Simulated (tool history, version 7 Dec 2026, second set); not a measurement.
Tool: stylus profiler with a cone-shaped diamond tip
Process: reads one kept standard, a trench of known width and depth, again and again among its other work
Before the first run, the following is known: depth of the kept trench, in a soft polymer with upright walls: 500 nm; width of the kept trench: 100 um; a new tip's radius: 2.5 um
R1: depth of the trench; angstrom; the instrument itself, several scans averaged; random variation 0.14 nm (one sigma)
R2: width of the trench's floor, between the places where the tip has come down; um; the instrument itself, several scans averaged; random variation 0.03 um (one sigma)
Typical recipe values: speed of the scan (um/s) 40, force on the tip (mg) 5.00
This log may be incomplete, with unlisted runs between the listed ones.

run 1 day=0.000 | speed_of_the_scan_(um/s)=40 force_on_the_tip_(mg)=5.00 | R1=5069.1 R2=96.81
run 2 day=0.671 | speed_of_the_scan_(um/s)=40 force_on_the_tip_(mg)=5.00 | R1=5071.5 R2=96.84
run 3 day=1.867 | speed_of_the_scan_(um/s)=40 force_on_the_tip_(mg)=5.00 | R1=5069.4 R2=96.78
run 4 day=3.092 | speed_of_the_scan_(um/s)=40 force_on_the_tip_(mg)=5.00 | R1=5068.4 R2=96.76
run 5 day=4.621 | speed_of_the_scan_(um/s)=40 force_on_the_tip_(mg)=5.00 | R1=5066.5 R2=96.80
run 6 day=6.075 | speed_of_the_scan_(um/s)=64 force_on_the_tip_(mg)=5.00 | R1=5067.6 R2=96.71
run 7 day=6.721 | speed_of_the_scan_(um/s)=59 force_on_the_tip_(mg)=5.00 | R1=5068.9 R2=96.73
run 8 day=8.050 | speed_of_the_scan_(um/s)=59 force_on_the_tip_(mg)=5.00 | R1=5067.7 R2=96.74
run 9 day=9.158 | speed_of_the_scan_(um/s)=59 force_on_the_tip_(mg)=5.00 | R1=5068.4 R2=96.79
run 10 day=10.592 | speed_of_the_scan_(um/s)=59 force_on_the_tip_(mg)=5.00 | R1=5068.3 R2=96.71
run 11 day=11.950 | speed_of_the_scan_(um/s)=59 force_on_the_tip_(mg)=10.31 | R1=5109.4 R2=96.79
run 12 day=13.396 | speed_of_the_scan_(um/s)=59 force_on_the_tip_(mg)=10.31 | R1=5108.6 R2=96.79
run 13 day=14.229 | speed_of_the_scan_(um/s)=59 force_on_the_tip_(mg)=10.31 | R1=5108.4 R2=96.81
run 14 day=15.362 | speed_of_the_scan_(um/s)=10 force_on_the_tip_(mg)=10.31 | R1=5109.6 R2=96.89
run 15 day=16.688 | speed_of_the_scan_(um/s)=10 force_on_the_tip_(mg)=10.31 | R1=5109.2 R2=96.98
run 16 day=18.088 | speed_of_the_scan_(um/s)=86 force_on_the_tip_(mg)=5.00 | R1=5069.8 R2=96.60
run 17 day=19.162 | speed_of_the_scan_(um/s)=86 force_on_the_tip_(mg)=5.00 | R1=5068.9 R2=96.63
run 18 day=20.167 | speed_of_the_scan_(um/s)=86 force_on_the_tip_(mg)=5.00 | R1=5068.6 R2=96.61
run 19 day=20.975 | speed_of_the_scan_(um/s)=40 force_on_the_tip_(mg)=5.00 | R1=5066.7 R2=96.76
run 20 day=22.325 | speed_of_the_scan_(um/s)=27 force_on_the_tip_(mg)=5.26 | R1=5072.2 R2=96.92
run 21 day=23.512 | speed_of_the_scan_(um/s)=15 force_on_the_tip_(mg)=4.33 | R1=5062.9 R2=96.95
run 22 day=24.704 | speed_of_the_scan_(um/s)=77 force_on_the_tip_(mg)=11.53 | R1=5120.7 R2=96.76
run 23 day=25.404 | speed_of_the_scan_(um/s)=77 force_on_the_tip_(mg)=11.53 | R1=5118.8 R2=96.78
run 24 day=26.662 | speed_of_the_scan_(um/s)=77 force_on_the_tip_(mg)=11.53 | R1=5119.7 R2=96.77
run 25 day=28.183 | speed_of_the_scan_(um/s)=85 force_on_the_tip_(mg)=1.77 | R1=5034.9 R2=96.36
run 26 day=29.154 | speed_of_the_scan_(um/s)=27 force_on_the_tip_(mg)=2.18 | R1=5038.5 R2=96.86
run 27 day=30.379 | speed_of_the_scan_(um/s)=22 force_on_the_tip_(mg)=12.22 | R1=5123.7 R2=96.97
run 28 day=31.083 | speed_of_the_scan_(um/s)=22 force_on_the_tip_(mg)=12.22 | R1=5125.4 R2=96.97
run 29 day=31.717 | speed_of_the_scan_(um/s)=51 force_on_the_tip_(mg)=9.74 | R1=5105.1 R2=96.89
run 30 day=33.012 | speed_of_the_scan_(um/s)=83 force_on_the_tip_(mg)=3.16 | R1=5052.3 R2=96.55
run 31 day=34.517 | speed_of_the_scan_(um/s)=73 force_on_the_tip_(mg)=3.11 | R1=5048.9 R2=96.64
run 32 day=35.550 | speed_of_the_scan_(um/s)=23 force_on_the_tip_(mg)=7.03 | R1=5083.6 R2=96.92
run 33 day=36.558 | speed_of_the_scan_(um/s)=30 force_on_the_tip_(mg)=1.85 | R1=5036.3 R2=96.78
run 34 day=37.683 | speed_of_the_scan_(um/s)=98 force_on_the_tip_(mg)=5.00 | R1=5069.0 R2=96.56
run 35 day=38.833 | speed_of_the_scan_(um/s)=98 force_on_the_tip_(mg)=5.00 | R1=5068.6 R2=96.57
run 36 day=40.112 | speed_of_the_scan_(um/s)=45 force_on_the_tip_(mg)=2.64 | R1=5043.1 R2=96.69
run 37 day=41.025 | speed_of_the_scan_(um/s)=34 force_on_the_tip_(mg)=4.94 | R1=5068.9 R2=96.86

5 ways to go on from here, each from the tool as it stands after run 37. What would each give?
run A day=42.067 | speed_of_the_scan_(um/s)=71 force_on_the_tip_(mg)=5.00 | R1=? R2=?
run B day=42.067 | speed_of_the_scan_(um/s)=35 force_on_the_tip_(mg)=4.94 | R1=? R2=?
run C day=42.067 | speed_of_the_scan_(um/s)=106 force_on_the_tip_(mg)=5.13 | R1=? R2=?
run D day=42.067 | speed_of_the_scan_(um/s)=78 force_on_the_tip_(mg)=6.48 | R1=? R2=?
run E day=42.067 | speed_of_the_scan_(um/s)=34 force_on_the_tip_(mg)=10.29 | R1=? R2=?

run=A R1=5067.8 R2=96.70
run=B R1=5068.1 R2=96.82
run=C R1=5067.9 R2=96.55
run=D R1=5078.7 R2=96.70
run=E R1=5109.9 R2=96.87
With the hidden condition removed and each run's random variation left untouched, the same runs would have given:
run=A R1=5068.1 R2=96.70
run=B R1=5068.4 R2=96.82
run=C R1=5068.2 R2=96.55
run=D R1=5079.0 R2=96.71
run=E R1=5110.1 R2=96.88
